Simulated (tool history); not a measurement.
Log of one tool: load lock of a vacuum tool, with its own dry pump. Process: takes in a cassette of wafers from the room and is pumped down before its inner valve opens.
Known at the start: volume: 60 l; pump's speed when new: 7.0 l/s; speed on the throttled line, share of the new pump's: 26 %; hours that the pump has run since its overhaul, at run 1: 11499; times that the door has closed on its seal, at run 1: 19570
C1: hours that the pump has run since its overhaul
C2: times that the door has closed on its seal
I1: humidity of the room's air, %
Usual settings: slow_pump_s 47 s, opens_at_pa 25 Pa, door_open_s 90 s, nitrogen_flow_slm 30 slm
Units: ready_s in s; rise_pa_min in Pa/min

{"run": 1, "hour": 0.0, "slow_pump_s": 47, "opens_at_pa": 25, "door_open_s": 90, "nitrogen_flow_slm": 30, "C1": 11499, "C2": 19570, "I1": 46.8, "ready_s": 115.9, "rise_pa_min": 0.12}
{"run": 2, "hour": 175.3, "slow_pump_s": 47, "opens_at_pa": 25, "door_open_s": 90, "nitrogen_flow_slm": 30, "C1": 11674, "C2": 20146, "I1": 49.7, "ready_s": 116.5, "rise_pa_min": 0.123}
{"run": 3, "hour": 256.6, "slow_pump_s": 47, "opens_at_pa": 25, "door_open_s": 90, "nitrogen_flow_slm": 30, "C1": 11756, "C2": 20413, "I1": 41.8, "ready_s": 115.8, "rise_pa_min": 0.127}
{"run": 4, "hour": 407.9, "slow_pump_s": 47, "opens_at_pa": 31, "door_open_s": 90, "nitrogen_flow_slm": 30, "C1": 11907, "C2": 20909, "I1": 42.7, "ready_s": 113.9, "rise_pa_min": 0.126}
{"run": 5, "hour": 591.4, "slow_pump_s": 47, "opens_at_pa": 25, "door_open_s": 90, "nitrogen_flow_slm": 30, "C1": 12090, "C2": 21512, "I1": 46.0, "ready_s": 117.5, "rise_pa_min": 0.132}
{"run": 6, "hour": 716.3, "slow_pump_s": 47, "opens_at_pa": 25, "door_open_s": 90, "nitrogen_flow_slm": 6, "C1": 12215, "C2": 21922, "I1": 45.6, "ready_s": 116.5, "rise_pa_min": 0.164}
{"run": 7, "hour": 860.5, "slow_pump_s": 47, "opens_at_pa": 25, "door_open_s": 90, "nitrogen_flow_slm": 23, "C1": 12360, "C2": 22396, "I1": 43.1, "ready_s": 117.0, "rise_pa_min": 0.142}
{"run": 8, "hour": 984.5, "slow_pump_s": 47, "opens_at_pa": 25, "door_open_s": 90, "nitrogen_flow_slm": 30, "C1": 12483, "C2": 22803, "I1": 43.6, "ready_s": 117.6, "rise_pa_min": 0.138}
{"run": 9, "hour": 1177.5, "slow_pump_s": 47, "opens_at_pa": 25, "door_open_s": 90, "nitrogen_flow_slm": 16, "C1": 12677, "C2": 23437, "I1": 42.4, "ready_s": 117.5, "rise_pa_min": 0.158}

Run 10 comes next. What will it give?
{"run": 10, "hour": 1284.2, "slow_pump_s": 47, "opens_at_pa": 25, "door_open_s": 90, "nitrogen_flow_slm": 16, "C1": 12783, "C2": 23787, "I1": 50.0, "ready_s": "?", "rise_pa_min": "?"}

Run 10 gave ready_s 117.3 s, rise_pa_min 0.165 Pa/min.
Without the tool's hidden state the same run would have given ready_s 106.7 s, rise_pa_min 0.041 Pa/min.
